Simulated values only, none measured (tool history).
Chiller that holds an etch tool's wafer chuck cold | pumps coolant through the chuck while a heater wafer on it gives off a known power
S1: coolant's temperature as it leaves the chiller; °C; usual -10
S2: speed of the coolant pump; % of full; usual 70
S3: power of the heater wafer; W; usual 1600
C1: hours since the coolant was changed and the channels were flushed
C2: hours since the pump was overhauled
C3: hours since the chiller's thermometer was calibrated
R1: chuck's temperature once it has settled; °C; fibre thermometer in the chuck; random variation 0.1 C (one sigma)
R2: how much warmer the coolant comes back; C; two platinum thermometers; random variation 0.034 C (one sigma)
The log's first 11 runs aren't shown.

run	hour	S1	S2	S3	C1	C2	C3	R1	R2
12	364.4	-10	70	1600	547	877	2562	3.4	5.28
13	398.8	-10	70	1155	581	912	2596	-0.2	3.76
14	438.4	-10	70	1155	621	951	2636	0	3.88
15	465.4	-10	70	1155	648	978	2663	0	3.79
16	496.8	-10	70	1600	679	1010	2694	3.7	5.32
17	531.6	-10	70	1600	714	1044	2729	3.5	5.28
18	570	-10	70	1600	753	1083	2767	3.6	5.29
19	606.9	-10	70	1600	790	1120	2804	3.8	5.32

Run 20 comes next. What will it give?
20	647.2	-10	91	2376	830	1160	2844	?	?

{"run 20": {"R1": 5.5, "R2": 5.9}}
Without the tool's hidden state the same run would have given R1 4.4 °C, R2 5.77 C.
